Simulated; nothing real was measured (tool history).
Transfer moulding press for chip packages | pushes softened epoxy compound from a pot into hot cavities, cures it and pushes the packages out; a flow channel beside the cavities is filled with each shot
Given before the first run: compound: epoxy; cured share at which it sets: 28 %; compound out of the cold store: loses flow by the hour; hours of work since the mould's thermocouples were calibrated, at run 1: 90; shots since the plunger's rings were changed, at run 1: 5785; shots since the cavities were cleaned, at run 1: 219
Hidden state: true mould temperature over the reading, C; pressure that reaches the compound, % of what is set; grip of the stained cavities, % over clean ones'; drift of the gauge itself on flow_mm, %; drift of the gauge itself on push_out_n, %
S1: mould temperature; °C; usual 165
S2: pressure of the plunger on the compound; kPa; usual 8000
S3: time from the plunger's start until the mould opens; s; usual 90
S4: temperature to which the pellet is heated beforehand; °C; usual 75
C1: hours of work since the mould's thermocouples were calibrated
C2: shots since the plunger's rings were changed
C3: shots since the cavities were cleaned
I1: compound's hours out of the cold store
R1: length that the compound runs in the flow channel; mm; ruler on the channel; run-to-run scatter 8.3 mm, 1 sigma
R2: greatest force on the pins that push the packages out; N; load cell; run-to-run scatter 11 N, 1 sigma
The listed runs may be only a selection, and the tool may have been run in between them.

| run | hour | S1 | S2 | S3 | S4 | C1 | C2 | C3 | I1 | R1 | R2 |
|---|---|---|---|---|---|---|---|---|---|---|---|
| 1 | 0.0 | 165 | 8000 | 90 | 75 | 90 | 5785 | 219 | 20.4 | 886 | 710 |
| 2 | 17.3 | 165 | 8000 | 90 | 75 | 98 | 5951 | 385 | 19.7 | 857 | 805 |
| 3 | 37.6 | 167 | 8000 | 90 | 75 | 108 | 6145 | 579 | 34.9 | 829 | 807 |
|  | 54.2 | cavities cleaned with cleaning compound and waxed |
| 4 | 58.8 | 165 | 8000 | 129 | 75 | 118 | 6333 | 43 | 9.5 | 902 | 459 |
|  | 80.5 | plunger's sealing rings changed |
| 5 | 82.0 | 165 | 8000 | 129 | 75 | 128 | 14 | 242 | 12.0 | 984 | 580 |
| 6 | 94.0 | 165 | 8000 | 100 | 75 | 134 | 129 | 357 | 23.9 | 973 | 685 |
| 7 | 113.7 | 165 | 8000 | 90 | 75 | 144 | 317 | 545 | 32.3 | 932 | 869 |
|  | 134.0 | cavities cleaned with cleaning compound and waxed |
| 8 | 134.0 | 165 | 8000 | 100 | 75 | 153 | 497 | 0 | 41.4 | 910 | 463 |
| 9 | 143.1 | 165 | 8000 | 100 | 75 | 158 | 584 | 87 | 20.2 | 959 | 545 |
| 10 | 158.2 | 165 | 8000 | 100 | 75 | 165 | 729 | 232 | 44.1 | 894 | 640 |
| 11 | 170.4 | 165 | 8000 | 100 | 75 | 171 | 845 | 348 | 19.3 | 971 | 691 |
| 12 | 190.7 | 165 | 8000 | 100 | 75 | 181 | 1040 | 543 | 31.0 | 918 | 729 |
| 13 | 202.4 | 165 | 8000 | 90 | 74 | 187 | 1152 | 655 | 33.6 | 920 | 941 |
|  | 212.4 | cavities cleaned with cleaning compound and waxed |
| 14 | 222.7 | 165 | 8000 | 90 | 78 | 196 | 1332 | 99 | 13.6 | 966 | 616 |

Run 15 has not been measured yet. What should we expect?
| 15 | 234.3 | 165 | 8000 | 90 | 78 | 202 | 1443 | 210 | 9.9 | ? | ? |

R1: 961 mm
R2: 733 N
Had the tool carried no hidden state, the very same run would have given R1 985 mm, R2 556 N.
